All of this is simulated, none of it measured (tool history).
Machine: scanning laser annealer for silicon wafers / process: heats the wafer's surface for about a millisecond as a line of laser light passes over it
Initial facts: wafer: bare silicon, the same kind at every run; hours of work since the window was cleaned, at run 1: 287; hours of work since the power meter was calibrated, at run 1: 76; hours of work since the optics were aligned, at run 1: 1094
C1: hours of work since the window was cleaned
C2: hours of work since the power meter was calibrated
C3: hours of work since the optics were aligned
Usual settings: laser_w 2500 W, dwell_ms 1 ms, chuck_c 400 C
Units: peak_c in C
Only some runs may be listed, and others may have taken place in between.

{"run": 1, "hour": 0.0, "laser_w": 2500, "dwell_ms": 1, "chuck_c": 400, "C1": 287, "C2": 76, "C3": 1094, "peak_c": 1188}
{"run": 2, "hour": 78.9, "laser_w": 2500, "dwell_ms": 1, "chuck_c": 400, "C1": 325, "C2": 113, "C3": 1132, "peak_c": 1188}
{"run": 3, "hour": 142.5, "laser_w": 2500, "dwell_ms": 1, "chuck_c": 400, "C1": 355, "C2": 144, "C3": 1163, "peak_c": 1190}
{"run": 4, "hour": 204.8, "laser_w": 2500, "dwell_ms": 1, "chuck_c": 400, "C1": 385, "C2": 174, "C3": 1192, "peak_c": 1190}
{"run": 5, "hour": 245.9, "laser_w": 2500, "dwell_ms": 1, "chuck_c": 400, "C1": 405, "C2": 193, "C3": 1212, "peak_c": 1190}
{"run": 6, "hour": 300.8, "laser_w": 2500, "dwell_ms": 1, "chuck_c": 400, "C1": 431, "C2": 220, "C3": 1238, "peak_c": 1186}
{"run": 7, "hour": 349.6, "laser_w": 2500, "dwell_ms": 0.8, "chuck_c": 400, "C1": 454, "C2": 243, "C3": 1262, "peak_c": 1108}
{"run": 8, "hour": 412.8, "laser_w": 2436, "dwell_ms": 1, "chuck_c": 400, "C1": 485, "C2": 273, "C3": 1292, "peak_c": 1169}
{"run": 9, "hour": 447.9, "laser_w": 2500, "dwell_ms": 0.94, "chuck_c": 400, "C1": 501, "C2": 290, "C3": 1309, "peak_c": 1166}
{"run": 10, "hour": 514.0, "laser_w": 2500, "dwell_ms": 0.94, "chuck_c": 400, "C1": 533, "C2": 322, "C3": 1341, "peak_c": 1164}
{"run": 11, "hour": 570.4, "laser_w": 2500, "dwell_ms": 0.94, "chuck_c": 400, "C1": 560, "C2": 349, "C3": 1368, "peak_c": 1166}
{"run": 12, "hour": 608.7, "laser_w": 2500, "dwell_ms": 0.94, "chuck_c": 400, "C1": 579, "C2": 367, "C3": 1386, "peak_c": 1164}
{"run": 13, "hour": 659.7, "laser_w": 2500, "dwell_ms": 0.97, "chuck_c": 400, "C1": 603, "C2": 392, "C3": 1410, "peak_c": 1177}
{"run": 14, "hour": 738.4, "laser_w": 2500, "dwell_ms": 0.97, "chuck_c": 400, "C1": 641, "C2": 429, "C3": 1448, "peak_c": 1176}
{"run": 15, "hour": 805.1, "laser_w": 2500, "dwell_ms": 1, "chuck_c": 416, "C1": 673, "C2": 461, "C3": 1480, "peak_c": 1203}
{"run": 16, "hour": 864.5, "laser_w": 2500, "dwell_ms": 1, "chuck_c": 416, "C1": 701, "C2": 490, "C3": 1508, "peak_c": 1207}
{"run": 17, "hour": 927.6, "laser_w": 2500, "dwell_ms": 1, "chuck_c": 416, "C1": 731, "C2": 520, "C3": 1539, "peak_c": 1204}
{"run": 18, "hour": 982.8, "laser_w": 2406, "dwell_ms": 0.78, "chuck_c": 416, "C1": 758, "C2": 546, "C3": 1565, "peak_c": 1089}
{"hour": 1043.6, "done": "optics aligned, line set to its width"}
{"run": 19, "hour": 1066.7, "laser_w": 2500, "dwell_ms": 1.09, "chuck_c": 360, "C1": 796, "C2": 584, "C3": 11, "peak_c": 1188}
{"run": 20, "hour": 1108.5, "laser_w": 2500, "dwell_ms": 0.72, "chuck_c": 408, "C1": 816, "C2": 604, "C3": 31, "peak_c": 1079}
{"run": 21, "hour": 1183.6, "laser_w": 2500, "dwell_ms": 0.72, "chuck_c": 408, "C1": 852, "C2": 640, "C3": 67, "peak_c": 1084}
{"run": 22, "hour": 1248.9, "laser_w": 2567, "dwell_ms": 0.95, "chuck_c": 376, "C1": 883, "C2": 672, "C3": 98, "peak_c": 1164}
{"run": 23, "hour": 1312.2, "laser_w": 2567, "dwell_ms": 0.95, "chuck_c": 376, "C1": 913, "C2": 702, "C3": 129, "peak_c": 1167}
{"run": 24, "hour": 1353.5, "laser_w": 2438, "dwell_ms": 1.2, "chuck_c": 423, "C1": 933, "C2": 722, "C3": 148, "peak_c": 1260}
{"run": 25, "hour": 1387.8, "laser_w": 2438, "dwell_ms": 1.2, "chuck_c": 423, "C1": 949, "C2": 738, "C3": 165, "peak_c": 1262}

How the hidden state differs across the entries between the runs, from the last listed run before each to the first after it:
Run 18 -> run 19: optics aligned, line set to its width (hour 1043.6)
  light that passes the window, % of a clean one's: 99.93 -> 99.92; width of the line over the set one, %: 0.05 -> 0

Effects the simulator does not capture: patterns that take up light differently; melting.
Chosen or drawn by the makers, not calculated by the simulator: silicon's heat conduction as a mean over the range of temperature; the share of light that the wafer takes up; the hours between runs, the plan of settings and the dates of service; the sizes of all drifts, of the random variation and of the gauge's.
